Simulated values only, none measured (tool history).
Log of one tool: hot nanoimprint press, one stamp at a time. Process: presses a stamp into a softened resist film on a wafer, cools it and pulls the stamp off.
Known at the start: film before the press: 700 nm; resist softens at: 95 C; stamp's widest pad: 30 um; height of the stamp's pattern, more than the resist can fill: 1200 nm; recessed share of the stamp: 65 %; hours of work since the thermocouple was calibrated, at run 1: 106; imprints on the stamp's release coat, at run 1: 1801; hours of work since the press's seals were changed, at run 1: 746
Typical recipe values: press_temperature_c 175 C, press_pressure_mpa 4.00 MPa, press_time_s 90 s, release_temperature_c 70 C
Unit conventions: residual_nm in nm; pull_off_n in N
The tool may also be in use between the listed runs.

run,day,press_temperature_c,press_pressure_mpa,press_time_s,release_temperature_c,hours of work since the thermocouple was calibrated,imprints on the stamp's release coat,hours of work since the press's seals were changed,residual_nm,pull_off_n
1,0.000,175,4.00,90,70,106,1801,746,364.1,164
2,1.175,175,4.00,90,70,123,1865,763,364.0,164
3,2.358,175,4.00,90,70,140,1931,780,363.8,164
4,3.079,175,4.00,90,70,150,1970,790,362.5,165
5,4.412,175,4.00,90,70,169,2044,809,362.1,168
6,5.779,175,4.00,90,70,189,2119,829,362.2,169
# day 6.571: stamp cleaned and given a new release coat
7,7.042,175,4.00,131,70,203,26,844,318.8,137
# day 8.454: press's hydraulic seals changed and the load cell set to zero
8,8.738,175,3.00,90,70,223,101,4,401.0,141
9,9.646,175,3.00,135,70,236,151,17,352.7,140
10,10.479,175,4.00,56,68,248,197,29,406.6,143
11,12.050,172,5.79,46,70,271,283,52,397.3,141
# day 13.654: plate thermocouple calibrated
12,13.758,177,2.47,84,56,1,370,75,427.1,156
13,14.871,187,6.22,90,70,17,432,91,193.5,144
14,16.296,178,4.00,121,66,38,510,111,292.1,148
15,17.721,175,5.83,90,69,59,589,132,292.9,146
16,18.467,175,5.83,122,69,69,630,142,262.2,147

Each row is a separate what-if for the run after 16, all from the same tool condition, not one after another. Results?
A,19.304,174,5.83,150,76,81,676,154,?,?
B,19.304,175,2.67,174,69,81,676,154,?,?
C,19.304,175,4.00,90,74,81,676,154,?,?

run,residual_nm,pull_off_n
A,250.7,144
B,345.6,149
C,352.9,146
Without the tool's unlogged condition, the same runs would have read:
run,residual_nm,pull_off_n
A,253.7,135
B,350.5,140
C,357.3,137
